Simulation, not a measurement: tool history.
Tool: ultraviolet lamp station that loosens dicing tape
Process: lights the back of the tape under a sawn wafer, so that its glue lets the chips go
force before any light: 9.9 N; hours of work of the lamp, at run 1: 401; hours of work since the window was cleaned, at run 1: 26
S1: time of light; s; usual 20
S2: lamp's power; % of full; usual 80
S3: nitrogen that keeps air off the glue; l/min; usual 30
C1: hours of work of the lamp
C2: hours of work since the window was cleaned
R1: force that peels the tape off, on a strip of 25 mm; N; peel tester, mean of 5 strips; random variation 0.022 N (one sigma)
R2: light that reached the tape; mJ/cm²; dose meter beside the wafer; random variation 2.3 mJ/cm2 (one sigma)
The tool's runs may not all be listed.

| run | hour | S1 | S2 | S3 | C1 | C2 | R1 | R2 |
|---|---|---|---|---|---|---|---|---|
| 1 | 0 | 20 | 80 | 30 | 401 | 26 | 1.515 | 180 |
| 2 | 53.9 | 26 | 80 | 30 | 426 | 51 | 0.938 | 233 |
| 3 | 100.2 | 26 | 80 | 30 | 448 | 73 | 0.939 | 226 |
| 4 | 134.1 | 20 | 80 | 36 | 464 | 89 | 1.374 | 174 |
| 5 | 180.8 | 20 | 80 | 36 | 486 | 111 | 1.459 | 168 |
| 6 | 243 | 20 | 80 | 36 | 515 | 140 | 1.527 | 167 |
| 7 | 305.9 | 20 | 80 | 30 | 544 | 170 | 1.796 | 170 |
| 8 | 366.7 | 31 | 80 | 30 | 573 | 199 | 0.807 | 251 |
| 9 | 405.6 | 31 | 80 | 30 | 591 | 217 | 0.804 | 251 |
|  | 460 | window cleaned of glue's vapour |
| 10 | 469.7 | 31 | 80 | 30 | 621 | 5 | 0.754 | 260 |
| 11 | 516.8 | 31 | 80 | 30 | 643 | 27 | 0.817 | 253 |
| 12 | 553.9 | 20 | 80 | 30 | 661 | 44 | 1.813 | 160 |
| 13 | 582.2 | 20 | 80 | 30 | 674 | 57 | 1.803 | 159 |
| 14 | 625.6 | 10 | 80 | 30 | 695 | 78 | 4.365 | 80 |
| 15 | 668.5 | 13 | 96 | 30 | 715 | 98 | 2.707 | 122 |
| 16 | 728 | 13 | 96 | 30 | 743 | 126 | 2.829 | 123 |
| 17 | 771.6 | 26 | 77 | 25 | 763 | 147 | 1.534 | 186 |
| 18 | 818.9 | 26 | 77 | 25 | 786 | 169 | 1.605 | 187 |
| 19 | 855.3 | 15 | 62 | 47 | 803 | 186 | 3.353 | 84 |
| 20 | 902.7 | 34 | 66 | 12 | 825 | 208 | 2.224 | 202 |
| 21 | 966.4 | 15 | 83 | 12 | 855 | 238 | 4.27 | 107 |
|  | 971.7 | window cleaned of glue's vapour |
|  | 984.6 | lamp changed |
| 22 | 999.9 | 13 | 85 | 30 | 7 | 13 | 2.148 | 143 |
| 23 | 1041.2 | 13 | 85 | 30 | 27 | 32 | 2.108 | 144 |
| 24 | 1100.8 | 13 | 85 | 30 | 55 | 60 | 2.17 | 141 |
| 25 | 1138 | 11 | 61 | 45 | 72 | 78 | 3.434 | 81 |

Forecast each of these 5 alternatives for the next run:
| A | 1178.5 | 19 | 82 | 60 | 91 | 97 | ? | ? |
| B | 1178.5 | 23 | 61 | 10 | 91 | 97 | ? | ? |
| C | 1178.5 | 19 | 62 | 17 | 91 | 97 | ? | ? |
| D | 1178.5 | 14 | 61 | 45 | 91 | 97 | ? | ? |
| E | 1178.5 | 28 | 78 | 34 | 91 | 97 | ? | ? |

| run | R1 | R2 |
|---|---|---|
| A | 0.859 | 193 |
| B | 3.009 | 174 |
| C | 2.863 | 144 |
| D | 2.662 | 108 |
| E | 0.625 | 273 |
Without the tool's hidden state the same runs would have given:
| run | R1 | R2 |
|---|---|---|
| A | 0.742 | 207 |
| B | 2.753 | 187 |
| C | 2.611 | 156 |
| D | 2.418 | 116 |
| E | 0.542 | 294 |
